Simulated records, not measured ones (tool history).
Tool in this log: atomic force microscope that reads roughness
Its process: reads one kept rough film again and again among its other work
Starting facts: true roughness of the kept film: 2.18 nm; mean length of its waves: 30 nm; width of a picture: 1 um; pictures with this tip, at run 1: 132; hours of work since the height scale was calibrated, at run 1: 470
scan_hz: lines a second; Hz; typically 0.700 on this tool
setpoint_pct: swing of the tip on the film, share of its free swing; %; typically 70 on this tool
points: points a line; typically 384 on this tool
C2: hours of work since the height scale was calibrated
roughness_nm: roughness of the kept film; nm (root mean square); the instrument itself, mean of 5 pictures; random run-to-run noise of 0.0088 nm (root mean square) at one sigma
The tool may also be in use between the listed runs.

{"run": 1, "hour": 0.0, "scan_hz": 0.7, "setpoint_pct": 70, "points": 384, "pictures with this tip": 132, "C2": 470, "roughness_nm": 1.877}
{"run": 2, "hour": 13.1, "scan_hz": 0.7, "setpoint_pct": 70, "points": 384, "pictures with this tip": 152, "C2": 478, "roughness_nm": 1.847}
{"run": 3, "hour": 34.3, "scan_hz": 0.7, "setpoint_pct": 70, "points": 384, "pictures with this tip": 183, "C2": 490, "roughness_nm": 1.822}
{"run": 4, "hour": 46.4, "scan_hz": 0.7, "setpoint_pct": 58, "points": 384, "pictures with this tip": 201, "C2": 498, "roughness_nm": 1.823}
{"run": 5, "hour": 72.4, "scan_hz": 0.7, "setpoint_pct": 58, "points": 306, "pictures with this tip": 240, "C2": 513, "roughness_nm": 1.793}
{"run": 6, "hour": 100.0, "scan_hz": 0.932, "setpoint_pct": 70, "points": 384, "pictures with this tip": 281, "C2": 529, "roughness_nm": 1.743}
{"run": 7, "hour": 113.3, "scan_hz": 0.932, "setpoint_pct": 70, "points": 331, "pictures with this tip": 301, "C2": 537, "roughness_nm": 1.71}
{"run": 8, "hour": 125.1, "scan_hz": 0.932, "setpoint_pct": 70, "points": 331, "pictures with this tip": 318, "C2": 544, "roughness_nm": 1.699}
{"hour": 137.0, "done": "new tip fitted"}
{"run": 9, "hour": 144.1, "scan_hz": 0.7, "setpoint_pct": 70, "points": 666, "pictures with this tip": 11, "C2": 555, "roughness_nm": 1.973}
{"run": 10, "hour": 163.7, "scan_hz": 0.7, "setpoint_pct": 70, "points": 666, "pictures with this tip": 40, "C2": 566, "roughness_nm": 1.945}
{"run": 11, "hour": 188.0, "scan_hz": 0.7, "setpoint_pct": 70, "points": 666, "pictures with this tip": 76, "C2": 581, "roughness_nm": 1.928}
{"run": 12, "hour": 212.7, "scan_hz": 0.7, "setpoint_pct": 70, "points": 666, "pictures with this tip": 113, "C2": 595, "roughness_nm": 1.893}
{"run": 13, "hour": 236.5, "scan_hz": 0.7, "setpoint_pct": 88, "points": 384, "pictures with this tip": 148, "C2": 609, "roughness_nm": 1.772}
{"run": 14, "hour": 250.8, "scan_hz": 0.7, "setpoint_pct": 88, "points": 384, "pictures with this tip": 169, "C2": 618, "roughness_nm": 1.749}
{"run": 15, "hour": 272.5, "scan_hz": 0.7, "setpoint_pct": 81, "points": 384, "pictures with this tip": 202, "C2": 630, "roughness_nm": 1.775}
{"run": 16, "hour": 299.0, "scan_hz": 0.7, "setpoint_pct": 70, "points": 384, "pictures with this tip": 241, "C2": 646, "roughness_nm": 1.789}
{"run": 17, "hour": 321.0, "scan_hz": 0.7, "setpoint_pct": 70, "points": 633, "pictures with this tip": 274, "C2": 659, "roughness_nm": 1.747}
{"run": 18, "hour": 337.8, "scan_hz": 0.7, "setpoint_pct": 62, "points": 384, "pictures with this tip": 299, "C2": 669, "roughness_nm": 1.748}
{"hour": 361.8, "done": "new tip fitted"}
{"run": 19, "hour": 366.5, "scan_hz": 0.7, "setpoint_pct": 62, "points": 384, "pictures with this tip": 7, "C2": 686, "roughness_nm": 1.991}
{"run": 20, "hour": 390.7, "scan_hz": 0.7, "setpoint_pct": 70, "points": 404, "pictures with this tip": 43, "C2": 700, "roughness_nm": 1.934}
{"run": 21, "hour": 408.6, "scan_hz": 0.7, "setpoint_pct": 70, "points": 404, "pictures with this tip": 69, "C2": 710, "roughness_nm": 1.904}
{"run": 22, "hour": 422.9, "scan_hz": 0.7, "setpoint_pct": 70, "points": 404, "pictures with this tip": 91, "C2": 719, "roughness_nm": 1.898}
{"run": 23, "hour": 449.8, "scan_hz": 0.7, "setpoint_pct": 70, "points": 404, "pictures with this tip": 131, "C2": 735, "roughness_nm": 1.849}
{"run": 24, "hour": 466.2, "scan_hz": 3.288, "setpoint_pct": 70, "points": 384, "pictures with this tip": 155, "C2": 744, "roughness_nm": 1.651}
{"run": 25, "hour": 478.9, "scan_hz": 3.288, "setpoint_pct": 70, "points": 447, "pictures with this tip": 174, "C2": 752, "roughness_nm": 1.656}
{"run": 26, "hour": 503.5, "scan_hz": 0.924, "setpoint_pct": 58, "points": 545, "pictures with this tip": 210, "C2": 766, "roughness_nm": 1.822}
{"run": 27, "hour": 519.8, "scan_hz": 0.924, "setpoint_pct": 58, "points": 545, "pictures with this tip": 235, "C2": 776, "roughness_nm": 1.801}
{"run": 28, "hour": 531.9, "scan_hz": 0.924, "setpoint_pct": 58, "points": 545, "pictures with this tip": 253, "C2": 783, "roughness_nm": 1.788}
{"run": 29, "hour": 557.7, "scan_hz": 1.27, "setpoint_pct": 73, "points": 545, "pictures with this tip": 291, "C2": 798, "roughness_nm": 1.678}
{"run": 30, "hour": 572.2, "scan_hz": 1.915, "setpoint_pct": 70, "points": 583, "pictures with this tip": 313, "C2": 807, "roughness_nm": 1.653}
{"hour": 587.9, "done": "new tip fitted"}
{"run": 31, "hour": 589.0, "scan_hz": 2.039, "setpoint_pct": 59, "points": 358, "pictures with this tip": 2, "C2": 816, "roughness_nm": 1.935}
{"run": 32, "hour": 605.2, "scan_hz": 3.693, "setpoint_pct": 59, "points": 522, "pictures with this tip": 26, "C2": 826, "roughness_nm": 1.884}
{"run": 33, "hour": 618.1, "scan_hz": 0.654, "setpoint_pct": 55, "points": 861, "pictures with this tip": 45, "C2": 834, "roughness_nm": 2.003}
{"run": 34, "hour": 640.0, "scan_hz": 0.7, "setpoint_pct": 77, "points": 295, "pictures with this tip": 78, "C2": 846, "roughness_nm": 1.893}
{"run": 35, "hour": 654.7, "scan_hz": 0.7, "setpoint_pct": 77, "points": 295, "pictures with this tip": 100, "C2": 855, "roughness_nm": 1.853}
{"run": 36, "hour": 680.2, "scan_hz": 0.7, "setpoint_pct": 70, "points": 362, "pictures with this tip": 137, "C2": 870, "roughness_nm": 1.863}
{"run": 37, "hour": 691.8, "scan_hz": 0.7, "setpoint_pct": 70, "points": 362, "pictures with this tip": 155, "C2": 877, "roughness_nm": 1.841}
{"run": 38, "hour": 707.3, "scan_hz": 0.703, "setpoint_pct": 88, "points": 576, "pictures with this tip": 178, "C2": 886, "roughness_nm": 1.753}
{"run": 39, "hour": 733.8, "scan_hz": 0.854, "setpoint_pct": 88, "points": 522, "pictures with this tip": 217, "C2": 902, "roughness_nm": 1.717}
{"run": 40, "hour": 759.2, "scan_hz": 0.854, "setpoint_pct": 88, "points": 522, "pictures with this tip": 255, "C2": 917, "roughness_nm": 1.674}
{"run": 41, "hour": 775.3, "scan_hz": 0.721, "setpoint_pct": 77, "points": 522, "pictures with this tip": 279, "C2": 926, "roughness_nm": 1.738}
{"run": 42, "hour": 790.6, "scan_hz": 0.7, "setpoint_pct": 70, "points": 635, "pictures with this tip": 302, "C2": 935, "roughness_nm": 1.749}
{"hour": 814.0, "done": "new tip fitted"}
{"run": 43, "hour": 816.9, "scan_hz": 0.7, "setpoint_pct": 70, "points": 524, "pictures with this tip": 4, "C2": 950, "roughness_nm": 1.99}
{"run": 44, "hour": 832.0, "scan_hz": 0.524, "setpoint_pct": 70, "points": 607, "pictures with this tip": 27, "C2": 959, "roughness_nm": 1.993}
{"run": 45, "hour": 847.5, "scan_hz": 0.524, "setpoint_pct": 70, "points": 607, "pictures with this tip": 50, "C2": 969, "roughness_nm": 1.959}
{"run": 46, "hour": 874.3, "scan_hz": 1.915, "setpoint_pct": 87, "points": 339, "pictures with this tip": 89, "C2": 984, "roughness_nm": 1.651}
{"run": 47, "hour": 897.2, "scan_hz": 1.972, "setpoint_pct": 66, "points": 978, "pictures with this tip": 124, "C2": 998, "roughness_nm": 1.829}

5 ways to go on from here, each from the tool as it stands after run 47. What would each give?
{"run": "A", "hour": 922.7, "scan_hz": 3.431, "setpoint_pct": 64, "points": 619, "pictures with this tip": 161, "C2": 1013, "roughness_nm": "?"}
{"run": "B", "hour": 922.7, "scan_hz": 1.744, "setpoint_pct": 66, "points": 327, "pictures with this tip": 161, "C2": 1013, "roughness_nm": "?"}
{"run": "C", "hour": 922.7, "scan_hz": 1.37, "setpoint_pct": 85, "points": 264, "pictures with this tip": 161, "C2": 1013, "roughness_nm": "?"}
{"run": "D", "hour": 922.7, "scan_hz": 1.068, "setpoint_pct": 57, "points": 331, "pictures with this tip": 161, "C2": 1013, "roughness_nm": "?"}
{"run": "E", "hour": 922.7, "scan_hz": 2.889, "setpoint_pct": 65, "points": 426, "pictures with this tip": 161, "C2": 1013, "roughness_nm": "?"}

run=A roughness_nm=1.748
run=B roughness_nm=1.802
run=C roughness_nm=1.699
run=D roughness_nm=1.874
run=E roughness_nm=1.759
Had the tool no hidden state, the same runs would have come out as:
run=A roughness_nm=1.857
run=B roughness_nm=1.913
run=C roughness_nm=1.804
run=D roughness_nm=1.990
run=E roughness_nm=1.868
